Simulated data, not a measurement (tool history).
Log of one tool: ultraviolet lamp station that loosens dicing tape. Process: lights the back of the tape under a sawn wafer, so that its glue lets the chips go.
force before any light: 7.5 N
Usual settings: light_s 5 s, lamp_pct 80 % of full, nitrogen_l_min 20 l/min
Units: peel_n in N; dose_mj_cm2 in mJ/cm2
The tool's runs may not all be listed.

run 1 hour=0.0 | light_s=5 lamp_pct=80 nitrogen_l_min=20 | peel_n=0.381 dose_mj_cm2=478
run 2 hour=50.1 | light_s=5 lamp_pct=80 nitrogen_l_min=20 | peel_n=0.408 dose_mj_cm2=468
run 3 hour=100.0 | light_s=5 lamp_pct=80 nitrogen_l_min=20 | peel_n=0.434 dose_mj_cm2=464
run 4 hour=132.6 | light_s=5 lamp_pct=78 nitrogen_l_min=20 | peel_n=0.462 dose_mj_cm2=444
run 5 hour=167.1 | light_s=5 lamp_pct=78 nitrogen_l_min=20 | peel_n=0.475 dose_mj_cm2=442
run 6 hour=224.8 | light_s=5 lamp_pct=78 nitrogen_l_min=20 | peel_n=0.514 dose_mj_cm2=425
run 7 hour=268.7 | light_s=5 lamp_pct=80 nitrogen_l_min=20 | peel_n=0.483 dose_mj_cm2=427
-- hour=273.7 window cleaned of glue's vapour
run 8 hour=322.5 | light_s=5 lamp_pct=80 nitrogen_l_min=20 | peel_n=0.579 dose_mj_cm2=398
run 9 hour=370.2 | light_s=5 lamp_pct=80 nitrogen_l_min=20 | peel_n=0.635 dose_mj_cm2=396
-- hour=384.0 window cleaned of glue's vapour, once more
run 10 hour=410.6 | light_s=5 lamp_pct=80 nitrogen_l_min=20 | peel_n=0.349 dose_mj_cm2=485
run 11 hour=474.4 | light_s=5 lamp_pct=80 nitrogen_l_min=20 | peel_n=0.392 dose_mj_cm2=474
run 12 hour=516.5 | light_s=5 lamp_pct=80 nitrogen_l_min=20 | peel_n=0.404 dose_mj_cm2=465
run 13 hour=559.6 | light_s=5 lamp_pct=80 nitrogen_l_min=20 | peel_n=0.419 dose_mj_cm2=456
run 14 hour=616.5 | light_s=5 lamp_pct=80 nitrogen_l_min=20 | peel_n=0.449 dose_mj_cm2=450
run 15 hour=665.7 | light_s=3 lamp_pct=80 nitrogen_l_min=18 | peel_n=1.408 dose_mj_cm2=258
run 16 hour=716.4 | light_s=3 lamp_pct=80 nitrogen_l_min=18 | peel_n=1.516 dose_mj_cm2=257
run 17 hour=760.2 | light_s=7 lamp_pct=63 nitrogen_l_min=7 | peel_n=0.679 dose_mj_cm2=470
run 18 hour=809.5 | light_s=7 lamp_pct=63 nitrogen_l_min=7 | peel_n=0.753 dose_mj_cm2=453
-- hour=832.7 window cleaned of glue's vapour
run 19 hour=839.4 | light_s=3 lamp_pct=97 nitrogen_l_min=31 | peel_n=0.750 dose_mj_cm2=346
run 20 hour=900.4 | light_s=3 lamp_pct=95 nitrogen_l_min=11 | peel_n=1.201 dose_mj_cm2=332
run 21 hour=949.4 | light_s=3 lamp_pct=95 nitrogen_l_min=11 | peel_n=1.168 dose_mj_cm2=325

Forecast each of these 4 alternatives for the next run:
run A hour=994.9 | light_s=3 lamp_pct=82 nitrogen_l_min=25 | peel_n=? dose_mj_cm2=?
run B hour=994.9 | light_s=3 lamp_pct=95 nitrogen_l_min=7 | peel_n=? dose_mj_cm2=?
run C hour=994.9 | light_s=7 lamp_pct=80 nitrogen_l_min=38 | peel_n=? dose_mj_cm2=?
run D hour=994.9 | light_s=4 lamp_pct=60 nitrogen_l_min=18 | peel_n=? dose_mj_cm2=?

run=A peel_n=1.252 dose_mj_cm2=273
run=B peel_n=1.507 dose_mj_cm2=314
run=C peel_n=0.150 dose_mj_cm2=618
run=D peel_n=1.439 dose_mj_cm2=262
Without the tool's hidden state the same runs would have given:
run=A peel_n=0.769 dose_mj_cm2=349
run=B peel_n=0.968 dose_mj_cm2=402
run=C peel_n=0.088 dose_mj_cm2=791
run=D peel_n=0.918 dose_mj_cm2=336
